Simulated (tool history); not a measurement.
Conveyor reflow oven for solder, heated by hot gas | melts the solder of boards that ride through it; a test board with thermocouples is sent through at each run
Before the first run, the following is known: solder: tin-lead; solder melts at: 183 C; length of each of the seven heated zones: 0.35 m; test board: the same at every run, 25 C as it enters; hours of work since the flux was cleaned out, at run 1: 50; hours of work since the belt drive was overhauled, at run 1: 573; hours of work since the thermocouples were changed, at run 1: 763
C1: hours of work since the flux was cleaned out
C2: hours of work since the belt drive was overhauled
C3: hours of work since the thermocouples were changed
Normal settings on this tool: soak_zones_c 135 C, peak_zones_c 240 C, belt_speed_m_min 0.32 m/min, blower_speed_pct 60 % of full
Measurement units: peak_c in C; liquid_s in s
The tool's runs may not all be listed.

{"run": 1, "hour": 0.0, "soak_zones_c": 135, "peak_zones_c": 240, "belt_speed_m_min": 0.32, "blower_speed_pct": 60, "C1": 50, "C2": 573, "C3": 763, "peak_c": 226.1, "liquid_s": 109.6}
{"run": 2, "hour": 27.2, "soak_zones_c": 135, "peak_zones_c": 240, "belt_speed_m_min": 0.32, "blower_speed_pct": 60, "C1": 70, "C2": 592, "C3": 782, "peak_c": 225.7, "liquid_s": 109.2}
{"run": 3, "hour": 76.8, "soak_zones_c": 135, "peak_zones_c": 240, "belt_speed_m_min": 0.32, "blower_speed_pct": 60, "C1": 105, "C2": 628, "C3": 818, "peak_c": 226, "liquid_s": 108.6}
{"run": 4, "hour": 114.8, "soak_zones_c": 135, "peak_zones_c": 240, "belt_speed_m_min": 0.32, "blower_speed_pct": 60, "C1": 132, "C2": 655, "C3": 845, "peak_c": 225.8, "liquid_s": 109.3}
{"run": 5, "hour": 158.2, "soak_zones_c": 135, "peak_zones_c": 240, "belt_speed_m_min": 0.32, "blower_speed_pct": 60, "C1": 163, "C2": 686, "C3": 876, "peak_c": 225.7, "liquid_s": 109.7}
{"run": 6, "hour": 210.5, "soak_zones_c": 135, "peak_zones_c": 240, "belt_speed_m_min": 0.299, "blower_speed_pct": 60, "C1": 201, "C2": 723, "C3": 913, "peak_c": 227.9, "liquid_s": 120.9}
{"run": 7, "hour": 252.6, "soak_zones_c": 135, "peak_zones_c": 240, "belt_speed_m_min": 0.376, "blower_speed_pct": 60, "C1": 231, "C2": 753, "C3": 944, "peak_c": 219.6, "liquid_s": 85.2}
{"hour": 269.6, "done": "flux residue cleaned out of gas plates and filters"}
{"run": 8, "hour": 297.1, "soak_zones_c": 135, "peak_zones_c": 240, "belt_speed_m_min": 0.376, "blower_speed_pct": 60, "C1": 20, "C2": 782, "C3": 972, "peak_c": 221.6, "liquid_s": 88.1}
{"run": 9, "hour": 349.9, "soak_zones_c": 135, "peak_zones_c": 240, "belt_speed_m_min": 0.32, "blower_speed_pct": 60, "C1": 57, "C2": 820, "C3": 1010, "peak_c": 227.3, "liquid_s": 110.8}
{"run": 10, "hour": 399.6, "soak_zones_c": 135, "peak_zones_c": 240, "belt_speed_m_min": 0.32, "blower_speed_pct": 60, "C1": 93, "C2": 855, "C3": 1045, "peak_c": 226.6, "liquid_s": 110.8}
{"run": 11, "hour": 438.9, "soak_zones_c": 135, "peak_zones_c": 240, "belt_speed_m_min": 0.32, "blower_speed_pct": 60, "C1": 121, "C2": 883, "C3": 1073, "peak_c": 227, "liquid_s": 111.3}
{"run": 12, "hour": 482.3, "soak_zones_c": 135, "peak_zones_c": 240, "belt_speed_m_min": 0.32, "blower_speed_pct": 60, "C1": 152, "C2": 914, "C3": 1104, "peak_c": 226.9, "liquid_s": 110.3}
{"run": 13, "hour": 530.8, "soak_zones_c": 135, "peak_zones_c": 240, "belt_speed_m_min": 0.32, "blower_speed_pct": 53, "C1": 187, "C2": 949, "C3": 1139, "peak_c": 224.9, "liquid_s": 109.3}
{"run": 14, "hour": 560.7, "soak_zones_c": 135, "peak_zones_c": 232, "belt_speed_m_min": 0.32, "blower_speed_pct": 60, "C1": 208, "C2": 970, "C3": 1161, "peak_c": 220, "liquid_s": 102.5}
{"hour": 609.0, "done": "flux residue cleaned out of gas plates and filters"}
{"run": 15, "hour": 613.6, "soak_zones_c": 135, "peak_zones_c": 232, "belt_speed_m_min": 0.32, "blower_speed_pct": 60, "C1": 3, "C2": 1005, "C3": 1195, "peak_c": 220.9, "liquid_s": 105}
{"run": 16, "hour": 663.4, "soak_zones_c": 135, "peak_zones_c": 232, "belt_speed_m_min": 0.369, "blower_speed_pct": 60, "C1": 39, "C2": 1040, "C3": 1230, "peak_c": 215.8, "liquid_s": 84.3}
{"run": 17, "hour": 715.0, "soak_zones_c": 135, "peak_zones_c": 254, "belt_speed_m_min": 0.32, "blower_speed_pct": 82, "C1": 76, "C2": 1077, "C3": 1267, "peak_c": 244.4, "liquid_s": 127}
{"run": 18, "hour": 755.1, "soak_zones_c": 148, "peak_zones_c": 240, "belt_speed_m_min": 0.317, "blower_speed_pct": 60, "C1": 105, "C2": 1106, "C3": 1296, "peak_c": 230.5, "liquid_s": 126.1}
{"run": 19, "hour": 779.9, "soak_zones_c": 139, "peak_zones_c": 253, "belt_speed_m_min": 0.317, "blower_speed_pct": 60, "C1": 122, "C2": 1124, "C3": 1314, "peak_c": 240.3, "liquid_s": 127.9}
{"hour": 802.2, "done": "thermocouples of zones 6 and 7 changed"}
{"run": 20, "hour": 822.3, "soak_zones_c": 135, "peak_zones_c": 228, "belt_speed_m_min": 0.32, "blower_speed_pct": 60, "C1": 151, "C2": 1153, "C3": 14, "peak_c": 213.3, "liquid_s": 96.1}
{"run": 21, "hour": 875.6, "soak_zones_c": 135, "peak_zones_c": 228, "belt_speed_m_min": 0.32, "blower_speed_pct": 60, "C1": 189, "C2": 1191, "C3": 53, "peak_c": 213.1, "liquid_s": 95.2}
{"run": 22, "hour": 923.2, "soak_zones_c": 135, "peak_zones_c": 228, "belt_speed_m_min": 0.32, "blower_speed_pct": 60, "C1": 223, "C2": 1225, "C3": 87, "peak_c": 213.2, "liquid_s": 94.8}
{"hour": 950.1, "done": "flux residue cleaned out of gas plates and filters"}
{"run": 23, "hour": 968.4, "soak_zones_c": 135, "peak_zones_c": 228, "belt_speed_m_min": 0.32, "blower_speed_pct": 60, "C1": 13, "C2": 1254, "C3": 115, "peak_c": 214.3, "liquid_s": 97.5}
{"run": 24, "hour": 993.0, "soak_zones_c": 133, "peak_zones_c": 240, "belt_speed_m_min": 0.32, "blower_speed_pct": 81, "C1": 31, "C2": 1271, "C3": 133, "peak_c": 227.5, "liquid_s": 114.2}
{"run": 25, "hour": 1024.3, "soak_zones_c": 136, "peak_zones_c": 242, "belt_speed_m_min": 0.369, "blower_speed_pct": 64, "C1": 53, "C2": 1294, "C3": 155, "peak_c": 222.6, "liquid_s": 93.5}
{"run": 26, "hour": 1062.3, "soak_zones_c": 144, "peak_zones_c": 240, "belt_speed_m_min": 0.32, "blower_speed_pct": 54, "C1": 80, "C2": 1321, "C3": 183, "peak_c": 225.1, "liquid_s": 114.8}
{"run": 27, "hour": 1090.0, "soak_zones_c": 125, "peak_zones_c": 254, "belt_speed_m_min": 0.327, "blower_speed_pct": 66, "C1": 100, "C2": 1341, "C3": 202, "peak_c": 236.2, "liquid_s": 114.5}
{"run": 28, "hour": 1131.8, "soak_zones_c": 125, "peak_zones_c": 254, "belt_speed_m_min": 0.327, "blower_speed_pct": 66, "C1": 130, "C2": 1371, "C3": 232, "peak_c": 236.6, "liquid_s": 114}

What does the tool deliver on the next run?
{"run": 29, "hour": 1154.7, "soak_zones_c": 135, "peak_zones_c": 249, "belt_speed_m_min": 0.32, "blower_speed_pct": 60, "C1": 146, "C2": 1387, "C3": 249, "peak_c": "?", "liquid_s": "?"}

peak_c: 233.2 C
liquid_s: 118.3 s
Minus the tool's unlogged condition, the same run would have read peak_c 232.2 C, liquid_s 112.3 s.
